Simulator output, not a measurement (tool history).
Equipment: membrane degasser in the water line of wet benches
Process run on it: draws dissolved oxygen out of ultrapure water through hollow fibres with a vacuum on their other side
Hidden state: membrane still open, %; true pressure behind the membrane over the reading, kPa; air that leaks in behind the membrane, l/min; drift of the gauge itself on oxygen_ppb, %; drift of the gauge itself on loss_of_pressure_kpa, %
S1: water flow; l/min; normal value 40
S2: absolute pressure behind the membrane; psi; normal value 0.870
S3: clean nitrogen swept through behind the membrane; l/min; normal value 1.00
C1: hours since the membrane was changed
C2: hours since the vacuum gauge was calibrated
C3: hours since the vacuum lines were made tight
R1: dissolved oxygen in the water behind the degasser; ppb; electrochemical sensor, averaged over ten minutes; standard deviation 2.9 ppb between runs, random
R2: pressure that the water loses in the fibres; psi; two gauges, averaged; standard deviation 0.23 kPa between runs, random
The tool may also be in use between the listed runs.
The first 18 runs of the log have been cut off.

run,hour,S1,S2,S3,C1,C2,C3,R1,R2
19,2867.7,29,0.824,0.97,4398,4746,4746,198.4,6.187
20,3037.1,64,0.988,0.41,4567,4915,4915,921.1,13.655
21,3198.1,64,0.988,0.41,4728,5076,5076,944.8,13.636
22,3322.5,40,0.585,0.79,4853,5201,5201,176.4,8.562
23,3495.0,40,0.585,0.79,5025,5373,5373,177.4,8.593
24,3704.4,45,0.751,0.79,5235,5582,5582,329.3,9.625
25,3872.6,40,1.745,0.41,5403,5751,5751,1305.3,8.570
26,4005.1,51,0.975,0.62,5535,5883,5883,612.3,10.902
# hour 4028.9: seals of the vacuum lines changed
27,4214.3,51,0.676,2.39,5743,6090,185,226.3,10.955
28,4370.8,48,0.676,2.39,5899,6247,342,199.3,10.319
29,4599.0,48,0.676,2.39,6127,6475,570,200.4,10.354
30,4850.9,48,1.099,0.51,6379,6727,822,773.0,10.331
31,5093.4,37,0.983,1.87,6622,6969,1065,228.4,8.015
32,5284.3,37,0.983,1.87,6813,7160,1255,228.6,8.005

4 ways to go on from here, each from the tool as it stands after run 32. What would each give?
A,5479.4,40,1.714,1.00,7008,7355,1451,?,?
B,5479.4,37,0.983,0.54,7008,7355,1451,?,?
C,5479.4,37,1.912,1.87,7008,7355,1451,?,?
D,5479.4,37,2.015,1.87,7008,7355,1451,?,?

run,R1,R2
A,743.2,8.654
B,507.5,8.038
C,488.0,8.003
D,524.6,7.961
Take away the tool's hidden state, keep each run's random variation, and the runs would have read:
run,R1,R2
A,708.8,8.435
B,459.2,7.835
C,465.8,7.802
D,502.1,7.758

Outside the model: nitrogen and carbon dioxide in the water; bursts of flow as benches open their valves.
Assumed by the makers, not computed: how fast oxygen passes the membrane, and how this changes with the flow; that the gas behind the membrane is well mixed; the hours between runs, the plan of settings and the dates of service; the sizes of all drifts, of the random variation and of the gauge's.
